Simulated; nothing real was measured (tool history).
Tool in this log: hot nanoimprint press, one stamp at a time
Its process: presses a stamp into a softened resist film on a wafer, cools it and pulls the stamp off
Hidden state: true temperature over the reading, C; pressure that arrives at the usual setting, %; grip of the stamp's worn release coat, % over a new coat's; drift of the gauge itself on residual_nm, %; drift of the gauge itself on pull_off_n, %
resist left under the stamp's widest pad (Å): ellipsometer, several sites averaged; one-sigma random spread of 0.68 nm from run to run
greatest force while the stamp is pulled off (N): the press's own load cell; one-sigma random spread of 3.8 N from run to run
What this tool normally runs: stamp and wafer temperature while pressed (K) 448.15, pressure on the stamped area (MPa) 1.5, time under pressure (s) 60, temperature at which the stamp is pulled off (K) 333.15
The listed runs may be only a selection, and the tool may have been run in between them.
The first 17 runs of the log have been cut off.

run,hour,stamp and wafer temperature while pressed (K),pressure on the stamped area (MPa),time under pressure (s),temperature at which the stamp is pulled off (K),hours of work since the thermocouple was calibrated,imprints on the stamp's release coat,hours of work since the press's seals were changed,resist left under the stamp's widest pad (Å),greatest force while the stamp is pulled off (N)
18,431.1,446.15,1.5,60,333.15,85,147,563,839,182
19,447.3,459.15,1.5,60,323.15,97,234,575,593,229
20,466.4,448.15,1.54,32,333.15,111,336,590,997,193
21,488.7,460.15,1.54,32,333.15,128,456,606,735,190
22,520.9,459.15,1.5,60,339.15,151,628,630,591,173
23,540.1,459.15,1.5,60,339.15,166,731,644,591,169
24,554.7,459.15,1.5,60,339.15,177,810,655,587,172
25,575.3,448.15,1.17,60,330.15,192,921,671,916,215
26,601.3,448.15,1.17,60,330.15,211,1060,690,921,223
27,618.8,448.15,1.71,60,328.15,224,1153,703,764,233
28,634.2,439.15,1.5,60,323.15,236,1236,715,1065,251
29,647.6,439.15,1.5,60,323.15,246,1308,724,1056,255
30,676.8,455.15,1.5,92,320.15,267,1465,746,579,264
# hour 692.6: stamp cleaned and given a new release coat
31,704.1,448.15,0.97,50,333.15,283,61,762,1082,192

What if the next run were any one of these 3? Each begins from the tool's condition after run 31:
A,736.5,452.15,1.5,111,333.15,307,235,786,?,?
B,736.5,447.15,0.91,60,327.15,307,235,786,?,?
C,736.5,448.15,0.97,50,335.15,307,235,786,?,?

run,resist left under the stamp's widest pad (Å),greatest force while the stamp is pulled off (N)
A,571,189
B,1065,219
C,1079,177
Had the tool no hidden state, the same runs would have come out as:
run,resist left under the stamp's widest pad (Å),greatest force while the stamp is pulled off (N)
A,534,181
B,1019,210
C,1032,169
